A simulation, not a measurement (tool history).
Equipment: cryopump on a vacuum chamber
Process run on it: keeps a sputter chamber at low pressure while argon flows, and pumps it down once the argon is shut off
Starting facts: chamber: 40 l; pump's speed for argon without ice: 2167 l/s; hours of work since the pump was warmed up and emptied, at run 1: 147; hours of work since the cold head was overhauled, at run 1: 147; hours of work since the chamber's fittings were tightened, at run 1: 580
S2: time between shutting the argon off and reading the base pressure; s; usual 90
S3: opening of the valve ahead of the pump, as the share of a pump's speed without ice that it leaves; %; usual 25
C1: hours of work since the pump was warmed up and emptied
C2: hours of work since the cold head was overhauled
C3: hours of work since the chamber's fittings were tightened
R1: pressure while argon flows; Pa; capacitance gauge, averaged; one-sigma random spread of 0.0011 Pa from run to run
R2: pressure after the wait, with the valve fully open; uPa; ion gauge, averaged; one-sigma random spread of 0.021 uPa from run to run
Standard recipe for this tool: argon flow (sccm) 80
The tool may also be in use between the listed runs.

run 1 day=0 | argon_flow_(sccm)=80 S2=90 S3=25 | C1=147 C2=147 C3=580 | R1=0.2518 R2=0.46
run 2 day=0.921 | argon_flow_(sccm)=80 S2=90 S3=25 | C1=164 C2=164 C3=598 | R1=0.2519 R2=0.5
run 3 day=2.408 | argon_flow_(sccm)=80 S2=90 S3=25 | C1=192 C2=192 C3=626 | R1=0.254 R2=0.52
run 4 day=4.508 | argon_flow_(sccm)=80 S2=90 S3=25 | C1=232 C2=232 C3=666 | R1=0.2522 R2=0.54
run 5 day=5.996 | argon_flow_(sccm)=80 S2=90 S3=25 | C1=260 C2=260 C3=694 | R1=0.2536 R2=0.52
run 6 day=7.646 | argon_flow_(sccm)=80 S2=90 S3=25 | C1=291 C2=291 C3=725 | R1=0.2538 R2=0.55
run 7 day=8.625 | argon_flow_(sccm)=80 S2=90 S3=25 | C1=310 C2=310 C3=744 | R1=0.2535 R2=0.52
run 8 day=10.35 | argon_flow_(sccm)=45 S2=90 S3=25 | C1=343 C2=343 C3=776 | R1=0.1426 R2=0.59
run 9 day=12.475 | argon_flow_(sccm)=45 S2=90 S3=25 | C1=383 C2=383 C3=817 | R1=0.1432 R2=0.58
run 10 day=14.65 | argon_flow_(sccm)=45 S2=90 S3=25 | C1=424 C2=424 C3=858 | R1=0.1439 R2=0.65
run 11 day=16.192 | argon_flow_(sccm)=45 S2=90 S3=25 | C1=453 C2=453 C3=887 | R1=0.1434 R2=0.64
run 12 day=17.438 | argon_flow_(sccm)=45 S2=90 S3=25 | C1=477 C2=477 C3=911 | R1=0.1446 R2=0.61
run 13 day=19.125 | argon_flow_(sccm)=45 S2=90 S3=25 | C1=509 C2=509 C3=943 | R1=0.1444 R2=0.6
run 14 day=20.842 | argon_flow_(sccm)=80 S2=73 S3=25 | C1=541 C2=541 C3=975 | R1=0.2558 R2=0.68
run 15 day=22.792 | argon_flow_(sccm)=80 S2=73 S3=25 | C1=578 C2=578 C3=1012 | R1=0.2568 R2=0.7
run 16 day=24.925 | argon_flow_(sccm)=49 S2=46 S3=58 | C1=619 C2=619 C3=1052 | R1=0.0709 R2=0.84
run 17 day=26.917 | argon_flow_(sccm)=49 S2=45 S3=18 | C1=657 C2=657 C3=1090 | R1=0.2181 R2=0.85
run 18 day=28.983 | argon_flow_(sccm)=49 S2=45 S3=18 | C1=696 C2=696 C3=1129 | R1=0.2169 R2=0.87
run 19 day=30 | argon_flow_(sccm)=80 S2=185 S3=25 | C1=715 C2=715 C3=1149 | R1=0.2586 R2=0.61
run 20 day=31.446 | argon_flow_(sccm)=80 S2=185 S3=25 | C1=742 C2=742 C3=1176 | R1=0.2589 R2=0.61
run 21 day=32.412 | argon_flow_(sccm)=80 S2=93 S3=25 | C1=761 C2=761 C3=1194 | R1=0.2589 R2=0.72
run 22 day=33.983 | argon_flow_(sccm)=80 S2=93 S3=25 | C1=791 C2=791 C3=1224 | R1=0.2616 R2=0.71
run 23 day=35.367 | argon_flow_(sccm)=148 S2=90 S3=53 | C1=817 C2=817 C3=1250 | R1=0.2373 R2=0.73

The next listed run, before its measurement:
run 24 day=37.554 | argon_flow_(sccm)=56 S2=20 S3=25 | C1=858 C2=858 C3=1292 | R1=? R2=?

{"run 24": {"R1": 0.1833, "R2": 1.33}}
Had the tool carried no hidden state, the very same run would have given R1 0.1755 Pa, R2 0.88 uPa.
